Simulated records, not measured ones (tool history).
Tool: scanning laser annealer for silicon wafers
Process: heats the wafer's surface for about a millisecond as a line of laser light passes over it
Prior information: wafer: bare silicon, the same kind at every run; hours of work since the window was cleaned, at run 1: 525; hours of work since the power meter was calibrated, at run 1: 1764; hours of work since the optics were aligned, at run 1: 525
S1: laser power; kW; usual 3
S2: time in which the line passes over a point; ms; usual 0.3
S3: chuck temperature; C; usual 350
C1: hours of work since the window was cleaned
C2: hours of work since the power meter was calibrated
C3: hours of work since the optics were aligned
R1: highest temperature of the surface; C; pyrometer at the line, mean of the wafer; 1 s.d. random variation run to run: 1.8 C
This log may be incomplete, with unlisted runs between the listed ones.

| run | day | S1 | S2 | S3 | C1 | C2 | C3 | R1 |
|---|---|---|---|---|---|---|---|---|
| 1 | 0 | 3 | 0.3 | 350 | 525 | 1764 | 525 | 1051 |
| 2 | 1.725 | 3 | 0.3 | 350 | 557 | 1796 | 557 | 1046 |
| 3 | 3.229 | 3 | 0.3 | 350 | 584 | 1823 | 584 | 1048 |
| 4 | 4.854 | 3.126 | 0.3 | 350 | 614 | 1853 | 614 | 1082 |
| 5 | 6.412 | 3.126 | 0.3 | 350 | 643 | 1881 | 643 | 1078 |
| 6 | 8.662 | 3.126 | 0.3 | 350 | 684 | 1923 | 684 | 1078 |
| 7 | 10.262 | 3 | 0.24 | 350 | 713 | 1952 | 713 | 976 |
| 8 | 13.412 | 3 | 0.24 | 350 | 771 | 2009 | 771 | 972 |
| 9 | 16.638 | 3 | 0.3 | 350 | 830 | 2068 | 830 | 1034 |
| 10 | 18.017 | 3 | 0.3 | 350 | 855 | 2094 | 855 | 1032 |
| 11 | 20.217 | 3 | 0.3 | 350 | 895 | 2134 | 895 | 1031 |
| 12 | 23.046 | 3 | 0.3 | 350 | 947 | 2186 | 947 | 1029 |
|  | 24.625 | window over the wafer cleaned |
| 13 | 25.088 | 3 | 0.3 | 350 | 8 | 2221 | 983 | 1055 |
| 14 | 26.838 | 3 | 0.3 | 350 | 40 | 2253 | 1015 | 1053 |
| 15 | 29.146 | 3.168 | 0.273 | 334 | 83 | 2296 | 1057 | 1053 |
| 16 | 31.758 | 2.738 | 0.366 | 329 | 130 | 2343 | 1105 | 1011 |
| 17 | 33.95 | 2.738 | 0.29 | 329 | 170 | 2383 | 1145 | 939 |
| 18 | 35.404 | 2.738 | 0.29 | 329 | 197 | 2410 | 1171 | 939 |
| 19 | 38.117 | 3.205 | 0.338 | 385 | 247 | 2460 | 1221 | 1182 |
|  | 38.55 | laser's power meter calibrated |
| 20 | 41.592 | 3.164 | 0.244 | 314 | 308 | 56 | 1282 | 991 |
| 21 | 43.362 | 2.561 | 0.3 | 329 | 340 | 88 | 1314 | 893 |
| 22 | 46 | 2.561 | 0.252 | 329 | 389 | 136 | 1363 | 847 |
| 23 | 47.904 | 2.746 | 0.222 | 389 | 423 | 171 | 1398 | 924 |
| 24 | 51.012 | 2.746 | 0.222 | 389 | 480 | 228 | 1454 | 923 |
| 25 | 53.471 | 2.732 | 0.291 | 354 | 525 | 273 | 1499 | 951 |
| 26 | 56.642 | 3.222 | 0.331 | 354 | 583 | 331 | 1557 | 1129 |
|  | 58.196 | laser's power meter calibrated, once more |
| 27 | 59.921 | 2.773 | 0.359 | 358 | 641 | 32 | 1615 | 1034 |

Forecast each of these 5 alternatives for the next run:
| A | 62.346 | 3.204 | 0.359 | 336 | 685 | 76 | 1659 | ? |
| B | 62.346 | 3 | 0.238 | 322 | 685 | 76 | 1659 | ? |
| C | 62.346 | 2.614 | 0.265 | 382 | 685 | 76 | 1659 | ? |
| D | 62.346 | 2.618 | 0.379 | 312 | 685 | 76 | 1659 | ? |
| E | 62.346 | 3.083 | 0.226 | 314 | 685 | 76 | 1659 | ? |

| run | R1 |
|---|---|
| A | 1142 |
| B | 939 |
| C | 929 |
| D | 951 |
| E | 942 |
With no hidden state in the tool, these same runs would have given:
| run | R1 |
|---|---|
| A | 1199 |
| B | 982 |
| C | 967 |
| D | 996 |
| E | 986 |
